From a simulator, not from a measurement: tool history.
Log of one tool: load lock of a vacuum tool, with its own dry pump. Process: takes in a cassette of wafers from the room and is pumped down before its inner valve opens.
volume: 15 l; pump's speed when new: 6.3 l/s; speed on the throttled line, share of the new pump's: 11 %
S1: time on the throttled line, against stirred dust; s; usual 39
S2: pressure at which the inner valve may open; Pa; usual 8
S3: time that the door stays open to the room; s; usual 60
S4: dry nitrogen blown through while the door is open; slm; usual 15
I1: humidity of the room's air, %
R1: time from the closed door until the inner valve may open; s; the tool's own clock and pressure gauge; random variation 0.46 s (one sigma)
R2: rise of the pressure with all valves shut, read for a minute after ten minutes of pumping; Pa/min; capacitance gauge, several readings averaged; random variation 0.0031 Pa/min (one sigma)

{"run": 1, "hour": 0.0, "S1": 39, "S2": 8, "S3": 60, "S4": 15, "I1": 51.2, "R1": 58.6, "R2": 0.158}
{"run": 2, "hour": 111.9, "S1": 39, "S2": 8, "S3": 60, "S4": 15, "I1": 46, "R1": 58.1, "R2": 0.151}
{"run": 3, "hour": 182.3, "S1": 39, "S2": 8, "S3": 60, "S4": 15, "I1": 43.1, "R1": 58.3, "R2": 0.149}
{"run": 4, "hour": 243.3, "S1": 39, "S2": 8, "S3": 60, "S4": 15, "I1": 47, "R1": 59.4, "R2": 0.156}
{"run": 5, "hour": 295.9, "S1": 39, "S2": 16, "S3": 60, "S4": 15, "I1": 45.5, "R1": 57.1, "R2": 0.159}
{"run": 6, "hour": 347.9, "S1": 39, "S2": 16, "S3": 60, "S4": 15, "I1": 45, "R1": 56.3, "R2": 0.143}
{"run": 7, "hour": 419.1, "S1": 39, "S2": 8, "S3": 155, "S4": 15, "I1": 46.1, "R1": 59, "R2": 0.174}
{"run": 8, "hour": 530.3, "S1": 39, "S2": 8, "S3": 60, "S4": 15, "I1": 41.9, "R1": 59.1, "R2": 0.149}
{"run": 9, "hour": 598.8, "S1": 39, "S2": 8, "S3": 221, "S4": 15, "I1": 47.2, "R1": 58.7, "R2": 0.195}
{"run": 10, "hour": 659.5, "S1": 39, "S2": 8, "S3": 41, "S4": 15, "I1": 48.4, "R1": 59.5, "R2": 0.149}
{"run": 11, "hour": 734.0, "S1": 39, "S2": 8, "S3": 41, "S4": 9, "I1": 41.1, "R1": 58.9, "R2": 0.15}
{"run": 12, "hour": 786.9, "S1": 39, "S2": 8, "S3": 41, "S4": 9, "I1": 42.3, "R1": 58.5, "R2": 0.163}
{"run": 13, "hour": 840.2, "S1": 39, "S2": 8, "S3": 41, "S4": 9, "I1": 44.8, "R1": 57.4, "R2": 0.166}

Run 14 comes next. What will it give?
{"run": 14, "hour": 889.0, "S1": 39, "S2": 16, "S3": 60, "S4": 15, "I1": 47.1, "R1": "?", "R2": "?"}

{"run 14": {"R1": 56.7, "R2": 0.157}}
Without the tool's hidden state the same run would have given R1 55.8 s, R2 0.07 Pa/min.

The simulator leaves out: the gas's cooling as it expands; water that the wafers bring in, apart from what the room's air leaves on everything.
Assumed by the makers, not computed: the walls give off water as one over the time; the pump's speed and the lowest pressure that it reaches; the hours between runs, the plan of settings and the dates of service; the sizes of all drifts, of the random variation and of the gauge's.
